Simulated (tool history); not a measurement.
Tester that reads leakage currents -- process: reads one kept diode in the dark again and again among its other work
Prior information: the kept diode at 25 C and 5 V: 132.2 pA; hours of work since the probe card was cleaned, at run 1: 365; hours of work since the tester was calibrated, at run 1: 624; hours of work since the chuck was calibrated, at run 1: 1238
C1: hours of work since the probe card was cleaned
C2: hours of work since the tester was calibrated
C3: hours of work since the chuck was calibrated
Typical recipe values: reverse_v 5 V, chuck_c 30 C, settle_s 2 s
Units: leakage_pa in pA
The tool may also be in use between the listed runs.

Run 1, hour 0: usual settings; C1 365; C2 624; C3 1238. Result: leakage_pa 210.63 pA.
Run 2, hour 93.2: usual settings but reverse_v 10.43 V; C1 405; C2 664; C3 1278. Result: leakage_pa 286.96 pA.
Run 3, hour 183.9: usual settings but reverse_v 8.19 V; C1 444; C2 704; C3 1318. Result: leakage_pa 260.78 pA.
Run 4, hour 269.4: usual settings but reverse_v 8.19 V; C1 481; C2 741; C3 1355. Result: leakage_pa 260.97 pA.
Run 5, hour 338.3: usual settings but reverse_v 13.7 V; C1 511; C2 770; C3 1384. Result: leakage_pa 324.46 pA.
At hour 348.2: tester calibrated.
Run 6, hour 392.2: usual settings but reverse_v 13.7 V; C1 533; C2 19; C3 1407. Result: leakage_pa 323.73 pA.
Run 7, hour 465.3: usual settings but reverse_v 13.7 V; C1 565; C2 51; C3 1438. Result: leakage_pa 326.9 pA.
Run 8, hour 522.5: usual settings but reverse_v 1.44 V; C1 590; C2 75; C3 1463. Result: leakage_pa 129.07 pA.
Run 9, hour 571.6: usual settings but settle_s 2.71 s; C1 611; C2 96; C3 1484. Result: leakage_pa 216.8 pA.
At hour 592.2: tester calibrated, once more.
Run 10, hour 637.9: usual settings but reverse_v 3.67 V, chuck_c 38 C, settle_s 1.48 s; C1 639; C2 20; C3 1512. Result: leakage_pa 333.19 pA.
Run 11, hour 713: usual settings but reverse_v 3.48 V; C1 671; C2 52; C3 1544. Result: leakage_pa 187.55 pA.
Run 12, hour 773.7: usual settings but reverse_v 3.48 V; C1 697; C2 78; C3 1570. Result: leakage_pa 187.92 pA.
Run 13, hour 846.7: usual settings but reverse_v 3.25 V, settle_s 4.34 s; C1 729; C2 110; C3 1602. Result: leakage_pa 182.38 pA.
Run 14, hour 901.3: usual settings but reverse_v 16.89 V, chuck_c 34 C, settle_s 4.34 s; C1 752; C2 133; C3 1626. Result: leakage_pa 482.64 pA.
At hour 953.4: chuck's temperature calibrated.
Run 15, hour 983.8: usual settings but reverse_v 16.89 V, chuck_c 34 C, settle_s 4.34 s; C1 787; C2 168; C3 13. Result: leakage_pa 427.08 pA.
Run 16, hour 1063.4: usual settings but reverse_v 1.86 V, chuck_c 43 C; C1 821; C2 203; C3 47. Result: leakage_pa 320.47 pA.
Run 17, hour 1121: usual settings but settle_s 1.19 s; C1 846; C2 227; C3 72. Result: leakage_pa 196.58 pA.
Run 18, hour 1214.7: usual settings but reverse_v 1.03 V, chuck_c 34 C, settle_s 0.63 s; C1 887; C2 268; C3 113. Result: leakage_pa 135.7 pA.

Selected run-to-run steps in leakage_pa, each split into two signed amounts: the part the tool would show with no hidden state at all (from settings, incoming material and random variation), and the remainder, which goes to the hidden state together with any gauge scatter not common to the measured and the hidden-state-free results:
Hidden state present: stray current of the dirty probe card, pA a volt; current scale over the true one, %; true chuck temperature over the reading, C; drift of the gauge itself on leakage_pa, %.
Run 13 -> 14: reverse_v 3.25 -> 16.89, chuck_c 30 -> 34. leakage_pa +300.26 pA: hidden state +39.82, all else +260.44.
Run 14 -> 15: chuck's temperature calibrated. leakage_pa -55.56 pA: hidden state -51.67, all else -3.89.
